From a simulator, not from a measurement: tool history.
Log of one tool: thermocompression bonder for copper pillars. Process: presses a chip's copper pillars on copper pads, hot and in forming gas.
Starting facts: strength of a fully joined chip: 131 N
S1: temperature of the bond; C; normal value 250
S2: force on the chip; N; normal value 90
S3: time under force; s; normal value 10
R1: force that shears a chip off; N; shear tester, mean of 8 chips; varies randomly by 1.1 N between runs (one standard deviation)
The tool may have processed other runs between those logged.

{"run": 1, "hour": 0.0, "S1": 250, "S2": 90, "S3": 10, "R1": 88.5}
{"run": 2, "hour": 11.1, "S1": 250, "S2": 90, "S3": 10, "R1": 88.2}
{"run": 3, "hour": 26.2, "S1": 250, "S2": 90, "S3": 10, "R1": 88.2}
{"run": 4, "hour": 43.6, "S1": 250, "S2": 90, "S3": 10, "R1": 88.6}
{"hour": 50.6, "done": "heater calibrated with a thermocouple chip"}
{"run": 5, "hour": 61.9, "S1": 250, "S2": 90, "S3": 10, "R1": 94.0}
{"run": 6, "hour": 72.9, "S1": 278, "S2": 90, "S3": 10, "R1": 112.8}
{"run": 7, "hour": 83.6, "S1": 278, "S2": 90, "S3": 10, "R1": 110.1}
{"run": 8, "hour": 93.2, "S1": 278, "S2": 90, "S3": 10, "R1": 111.3}
{"run": 9, "hour": 108.1, "S1": 265, "S2": 74, "S3": 10, "R1": 97.5}
{"run": 10, "hour": 124.6, "S1": 260, "S2": 90, "S3": 10, "R1": 99.9}
{"run": 11, "hour": 138.3, "S1": 236, "S2": 82, "S3": 15, "R1": 82.0}
{"run": 12, "hour": 157.2, "S1": 234, "S2": 130, "S3": 6, "R1": 78.0}
{"run": 13, "hour": 176.7, "S1": 234, "S2": 130, "S3": 6, "R1": 79.2}
{"run": 14, "hour": 194.2, "S1": 239, "S2": 55, "S3": 26, "R1": 83.5}

Each run again, without the hidden state but with its own random variation kept:
Unlogged tool condition in this case: true temperature of the bond over the reading, C; force that reaches the chip, % of what is set; oxide that the forming gas leaves, % of the face; drift of the gauge itself on shear_n, %.
run=1 R1=95.7
run=2 R1=95.8
run=3 R1=96.2
run=4 R1=97.2
run=5 R1=97.1
run=6 R1=117.2
run=7 R1=114.8
run=8 R1=116.3
run=9 R1=102.1
run=10 R1=105.1
run=11 R1=86.6
run=12 R1=82.9
run=13 R1=84.7
run=14 R1=89.7
